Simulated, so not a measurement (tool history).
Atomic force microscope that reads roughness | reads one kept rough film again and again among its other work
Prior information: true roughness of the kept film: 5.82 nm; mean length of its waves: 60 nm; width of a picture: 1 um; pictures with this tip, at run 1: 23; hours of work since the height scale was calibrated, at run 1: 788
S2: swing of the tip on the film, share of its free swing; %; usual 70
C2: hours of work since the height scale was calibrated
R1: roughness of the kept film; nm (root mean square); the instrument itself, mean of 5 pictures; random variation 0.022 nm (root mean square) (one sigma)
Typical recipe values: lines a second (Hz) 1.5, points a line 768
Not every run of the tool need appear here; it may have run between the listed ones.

{"run": 1, "day": 0.0, "lines a second (Hz)": 1.5, "S2": 70, "points a line": 768, "pictures with this tip": 23, "C2": 788, "R1": 5.05}
{"run": 2, "day": 1.021, "lines a second (Hz)": 1.5, "S2": 70, "points a line": 768, "pictures with this tip": 63, "C2": 805, "R1": 4.701}
{"day": 1.625, "done": "new tip fitted"}
{"run": 3, "day": 1.988, "lines a second (Hz)": 1.5, "S2": 70, "points a line": 768, "pictures with this tip": 14, "C2": 820, "R1": 5.159}
{"run": 4, "day": 2.992, "lines a second (Hz)": 1.5, "S2": 70, "points a line": 768, "pictures with this tip": 54, "C2": 837, "R1": 4.82}
{"day": 3.8, "done": "new tip fitted"}
{"run": 5, "day": 4.025, "lines a second (Hz)": 1.5, "S2": 70, "points a line": 768, "pictures with this tip": 9, "C2": 853, "R1": 5.201}
{"run": 6, "day": 4.912, "lines a second (Hz)": 1.5, "S2": 70, "points a line": 591, "pictures with this tip": 44, "C2": 868, "R1": 4.888}
{"day": 5.021, "done": "height scale calibrated on a step standard"}
{"run": 7, "day": 5.838, "lines a second (Hz)": 1.5, "S2": 70, "points a line": 591, "pictures with this tip": 79, "C2": 13, "R1": 4.626}
{"day": 6.008, "done": "new tip fitted"}
{"run": 8, "day": 6.95, "lines a second (Hz)": 1.5, "S2": 70, "points a line": 591, "pictures with this tip": 37, "C2": 31, "R1": 4.974}
{"run": 9, "day": 7.504, "lines a second (Hz)": 1.5, "S2": 70, "points a line": 591, "pictures with this tip": 59, "C2": 40, "R1": 4.787}
{"day": 8.154, "done": "new tip fitted"}
{"run": 10, "day": 8.208, "lines a second (Hz)": 1.5, "S2": 90, "points a line": 768, "pictures with this tip": 2, "C2": 51, "R1": 5.035}
{"run": 11, "day": 8.75, "lines a second (Hz)": 1.5, "S2": 90, "points a line": 768, "pictures with this tip": 23, "C2": 60, "R1": 4.837}
{"run": 12, "day": 9.808, "lines a second (Hz)": 0.73, "S2": 80, "points a line": 768, "pictures with this tip": 65, "C2": 78, "R1": 4.719}
{"day": 10.258, "done": "height scale calibrated on a step standard, once more"}
{"day": 10.392, "done": "new tip fitted"}
{"run": 13, "day": 10.788, "lines a second (Hz)": 2.23, "S2": 67, "points a line": 566, "pictures with this tip": 16, "C2": 8, "R1": 5.141}
{"run": 14, "day": 11.467, "lines a second (Hz)": 2.23, "S2": 67, "points a line": 566, "pictures with this tip": 43, "C2": 19, "R1": 4.922}
{"run": 15, "day": 12.375, "lines a second (Hz)": 1.16, "S2": 59, "points a line": 404, "pictures with this tip": 78, "C2": 34, "R1": 4.737}
{"day": 12.529, "done": "new tip fitted"}
{"run": 16, "day": 13.608, "lines a second (Hz)": 0.77, "S2": 71, "points a line": 490, "pictures with this tip": 42, "C2": 54, "R1": 5.015}
{"day": 14.725, "done": "new tip fitted"}
{"run": 17, "day": 14.85, "lines a second (Hz)": 1.15, "S2": 64, "points a line": 490, "pictures with this tip": 5, "C2": 74, "R1": 5.313}
{"run": 18, "day": 15.512, "lines a second (Hz)": 1.5, "S2": 70, "points a line": 582, "pictures with this tip": 32, "C2": 85, "R1": 4.974}

Each row is a separate what-if for the run after 18, all from the same tool condition, not one after another. Results?
{"run": "A", "day": 16.075, "lines a second (Hz)": 0.59, "S2": 60, "points a line": 582, "pictures with this tip": 54, "C2": 94, "R1": "?"}
{"run": "B", "day": 16.075, "lines a second (Hz)": 2.87, "S2": 80, "points a line": 964, "pictures with this tip": 54, "C2": 94, "R1": "?"}
{"run": "C", "day": 16.075, "lines a second (Hz)": 1.5, "S2": 70, "points a line": 260, "pictures with this tip": 54, "C2": 94, "R1": "?"}

run=A R1=4.932
run=B R1=4.533
run=C R1=4.813
Stripped of hidden state, with their random variation kept, the same runs would have yielded:
run=A R1=5.438
run=B R1=4.998
run=C R1=5.308

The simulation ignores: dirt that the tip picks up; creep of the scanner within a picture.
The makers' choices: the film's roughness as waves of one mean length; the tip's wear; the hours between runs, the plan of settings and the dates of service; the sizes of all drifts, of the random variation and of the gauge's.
